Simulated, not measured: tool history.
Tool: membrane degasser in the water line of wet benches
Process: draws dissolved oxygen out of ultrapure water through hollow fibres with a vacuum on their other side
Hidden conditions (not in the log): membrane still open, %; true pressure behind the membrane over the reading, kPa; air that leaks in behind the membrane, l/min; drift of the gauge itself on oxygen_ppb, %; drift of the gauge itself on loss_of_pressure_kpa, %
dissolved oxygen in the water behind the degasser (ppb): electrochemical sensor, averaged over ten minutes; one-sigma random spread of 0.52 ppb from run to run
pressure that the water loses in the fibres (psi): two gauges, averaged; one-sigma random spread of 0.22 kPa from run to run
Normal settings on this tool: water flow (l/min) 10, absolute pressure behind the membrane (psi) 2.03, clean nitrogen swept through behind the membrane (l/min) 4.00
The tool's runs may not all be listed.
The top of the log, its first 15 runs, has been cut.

run    hour  water flow (l/min)  absolute pressure behind the membrane (psi)  clean nitrogen swept through behind the membrane (l/min)  hours since the membrane was changed  hours since the vacuum gauge was calibrated  hours since the vacuum lines were made tight  dissolved oxygen in the water behind the degasser (ppb)  pressure that the water loses in the fibres (psi)
 16   956.5                  10                                         4.66                                                      4.00                                  2595                                         6094                                          3879                                                    183.2                                              7.873
 17  1044.4                   7                                         2.03                                                      4.00                                  2683                                         6182                                          3967                                                     47.7                                              5.516
 18  1096.9                   7                                         2.03                                                      4.00                                  2735                                         6235                                          4020                                                     47.4                                              5.494
 19  1145.8                   7                                         2.03                                                      4.00                                  2784                                         6284                                          4069                                                     47.9                                              5.500
 20  1242.0                   7                                         1.99                                                      1.65                                  2880                                         6380                                          4165                                                    109.8                                              5.536
 21  1337.9                   7                                         1.99                                                      1.65                                  2976                                         6476                                          4261                                                    109.0                                              5.495
 22  1414.3                   7                                         1.99                                                      1.65                                  3052                                         6552                                          4337                                                    108.5                                              5.437
 23  1485.9                   7                                         1.99                                                      1.65                                  3124                                         6624                                          4409                                                    108.3                                              5.526
     1552.4  -- vacuum gauge calibrated
     1559.0  -- seals of the vacuum lines changed
 24  1574.4                  10                                         2.03                                                      7.34                                  3210                                           20                                            15                                                     44.9                                              7.852
 25  1623.8                   9                                         2.68                                                      6.55                                  3259                                           69                                            65                                                     56.3                                              7.095
 26  1707.2                   7                                         2.03                                                      1.61                                  3343                                          153                                           148                                                    114.6                                              5.487
 27  1757.0                  10                                         1.87                                                      7.06                                  3393                                          203                                           198                                                     41.9                                              7.832
 28  1796.5                  10                                         1.87                                                      7.06                                  3432                                          242                                           238                                                     42.1                                              7.803
 29  1875.7                  10                                         1.87                                                      5.37                                  3511                                          321                                           317                                                     52.8                                              7.832
 30  1931.5                  10                                         1.87                                                      5.37                                  3567                                          377                                           373                                                     53.0                                              7.832
 31  2004.4                   9                                         2.03                                                      4.00                                  3640                                          450                                           445                                                     63.9                                              7.036

Predict each of these 3 candidate next runs independently; none follows another, all start after run 31:
  A  2054.7                  10                                         2.41                                                      3.43                                  3690                                          500                                           496                                                        ?                                                  ?
  B  2054.7                  10                                         2.00                                                      4.00                                  3690                                          500                                           496                                                        ?                                                  ?
  C  2054.7                  10                                         1.83                                                      2.30                                  3690                                          500                                           496                                                        ?                                                  ?

run  dissolved oxygen in the water behind the degasser (ppb)  pressure that the water loses in the fibres (psi)
  A                                                    103.1                                              7.803
  B                                                     72.9                                              7.839
  C                                                    108.7                                              7.855
With no hidden state in the tool, these same runs would have given:
run  dissolved oxygen in the water behind the degasser (ppb)  pressure that the water loses in the fibres (psi)
  A                                                    103.1                                              7.961
  B                                                     72.9                                              7.999
  C                                                    108.7                                              8.015
